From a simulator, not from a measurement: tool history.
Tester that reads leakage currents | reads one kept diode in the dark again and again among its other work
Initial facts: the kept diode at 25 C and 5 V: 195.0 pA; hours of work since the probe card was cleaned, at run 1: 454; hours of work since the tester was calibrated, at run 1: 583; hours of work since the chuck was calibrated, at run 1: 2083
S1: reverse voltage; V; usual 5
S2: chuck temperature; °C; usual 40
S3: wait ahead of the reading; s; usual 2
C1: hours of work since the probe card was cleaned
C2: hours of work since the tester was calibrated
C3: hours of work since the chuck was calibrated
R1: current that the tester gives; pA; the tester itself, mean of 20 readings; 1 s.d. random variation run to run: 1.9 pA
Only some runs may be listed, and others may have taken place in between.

run   hour     S1  S2    S3   C1    C2    C3       R1
  1      0      5  40     2  454   583  2083    558.4
  2   31.5      5  40     2  478   606  2107   556.67
  3   73.7   3.44  40     2  510   638  2139   475.08
  4  108.9   3.44  40     2  537   665  2165    474.7
  5  151.3  16.41  40     2  569   697  2197   918.81
  6  193.5      5  40     2  600   729  2229   553.52
     205.3  -- chuck's temperature calibrated
  7  230.7      5  40     2  627   755    19      621
  8  270.6      5  40     2  657   785    49   615.91
  9  307.3      5  40     2  685   813    77   618.47
 10  345.1      5  40     2  713   841   105   614.55
 11  381.5  19.34  40     2  741   869   133  1092.89
 12  416.9    9.9  40  9.85  767   896   160   815.41
 13  458.7   5.48  24  1.95  799   927   191   185.01
 14    486  11.22  56  1.95  819   948   212  2646.33
 15  518.8  11.86  39  8.51  844   973   236   815.32
 16  537.9  18.17  45  0.74  859   987   251  1525.36
 17    569   6.37  29  3.25  882  1010   274    292.1
 18  586.8   4.18  40     2  896  1024   288   566.81
 19  616.1   4.43  40  1.62  918  1046   310   577.87
 20  641.5   3.26  27  0.66  937  1065   329    186.2
 21  666.7   1.46  40   7.2  956  1084   348   360.39

Here are 4 independent what-if runs from the current tool condition. What would each one return?
  A  701.7  16.25  59   7.2  982  1111  374   ?
  B  701.7   2.94  40  0.57  982  1111  374   ?
  C  701.7  11.66  23  0.82  982  1111  374   ?
  D  701.7   1.29  54     2  982  1111  374   ?

run       R1
  A  3741.62
  B   486.11
  C   234.23
  D   930.45
What these runs would have given with no unlogged condition in the tool:
run       R1
  A  3857.52
  B   502.29
  C   237.83
  D   961.31
